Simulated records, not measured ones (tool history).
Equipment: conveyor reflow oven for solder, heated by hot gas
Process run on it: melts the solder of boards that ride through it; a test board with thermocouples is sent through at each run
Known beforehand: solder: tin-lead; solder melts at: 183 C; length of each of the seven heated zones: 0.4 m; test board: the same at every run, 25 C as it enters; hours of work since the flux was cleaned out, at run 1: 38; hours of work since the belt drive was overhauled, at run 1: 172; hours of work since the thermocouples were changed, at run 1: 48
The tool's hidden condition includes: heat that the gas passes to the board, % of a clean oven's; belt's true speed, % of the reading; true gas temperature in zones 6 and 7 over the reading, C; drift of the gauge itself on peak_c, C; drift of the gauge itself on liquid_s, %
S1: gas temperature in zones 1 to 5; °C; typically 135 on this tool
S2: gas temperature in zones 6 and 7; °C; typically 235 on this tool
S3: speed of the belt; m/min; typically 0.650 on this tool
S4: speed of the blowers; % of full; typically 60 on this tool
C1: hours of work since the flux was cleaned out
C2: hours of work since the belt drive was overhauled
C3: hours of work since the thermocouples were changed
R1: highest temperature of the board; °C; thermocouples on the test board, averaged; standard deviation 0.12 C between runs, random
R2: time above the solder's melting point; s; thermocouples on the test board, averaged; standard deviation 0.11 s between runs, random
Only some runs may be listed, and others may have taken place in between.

run     day   S1   S2     S3  S4   C1   C2   C3     R1    R2
  1   0.000  135  235  0.650  60   38  172   48  216.4  53.8
  2   0.379  135  235  0.650  60   44  178   54  216.4  54.0
  3   0.646  135  235  0.650  60   48  182   58  216.5  53.7
  4   1.008  141  235  0.650  60   54  187   63  217.8  56.7
  5   1.333  141  235  0.650  60   58  192   68  217.7  56.8
  6   1.642  141  235  0.650  60   63  197   72  217.7  56.8
  7   1.921  141  235  0.587  60   67  201   77  220.7  66.0
  8   2.417  135  238  0.650  60   75  208   84  219.3  55.8
  9   2.779  135  238  0.650  60   80  214   89  219.1  55.7
 10   3.279  135  238  0.650  60   87  221   97  219.1  55.5
 11   3.538  135  235  0.616  60   91  225  101  218.2  58.5
 12   4.062  135  235  0.616  60   99  233  109  218.2  58.6
 13   4.317  135  235  0.616  60  103  236  112  218.4  58.3
 14   4.833  135  235  0.616  60  110  244  120  217.7  58.3
 15   5.125  135  235  0.528  60  115  248  124  222.9  73.1
 16   5.379  135  235  0.650  60  119  252  128  216.4  53.4
 17   5.683  145  235  0.650  60  123  257  133  218.1  58.8
 18   6.183  134  242  0.650  60  131  264  140  222.1  57.4
 19   6.483  134  242  0.650  60  135  269  145  222.3  57.5
 20   6.875  134  242  0.647  56  141  275  150  220.9  56.6
 21   7.175  146  242  0.647  56  145  279  155  223.2  62.6
 22   7.542  145  242  0.647  71  151  285  160  227.4  65.0
 23   7.900  145  242  0.657  71  156  290  166  226.9  63.8
 24   8.233  145  242  0.657  71  161  295  171  227.0  63.7
 25   8.638  121  242  0.657  72  167  301  177  223.3  54.1
 26   8.988  125  242  0.657  55  172  306  182  218.0  50.6
 27   9.429  131  237  0.612  80  179  313  188  224.6  62.9
 28   9.908  131  235  0.552  81  186  320  196  225.4  71.2
 29  10.292  136  243  0.737  57  192  326  201  216.9  47.1
 30  10.683  144  243  0.737  82  198  331  207  226.6  56.2
 31  10.967  145  224  0.776  60  202  336  211  202.9  35.7
 32  11.388  145  229  0.609  60  208  342  218  214.7  60.1

Forecast each of these 3 alternatives for the next run:
  A  11.862  135  225  0.759  61  215  349  225   ?   ?
  B  11.862  145  229  0.609  60  215  349  225   ?   ?
  C  11.862  135  229  0.540  79  215  349  225   ?   ?

run     R1    R2
  A  202.4  32.8
  B  214.5  60.2
  C  220.5  70.8
Without the tool's unlogged condition, the same runs would have read:
run     R1    R2
  A  203.5  34.1
  B  215.3  60.8
  C  221.3  71.3

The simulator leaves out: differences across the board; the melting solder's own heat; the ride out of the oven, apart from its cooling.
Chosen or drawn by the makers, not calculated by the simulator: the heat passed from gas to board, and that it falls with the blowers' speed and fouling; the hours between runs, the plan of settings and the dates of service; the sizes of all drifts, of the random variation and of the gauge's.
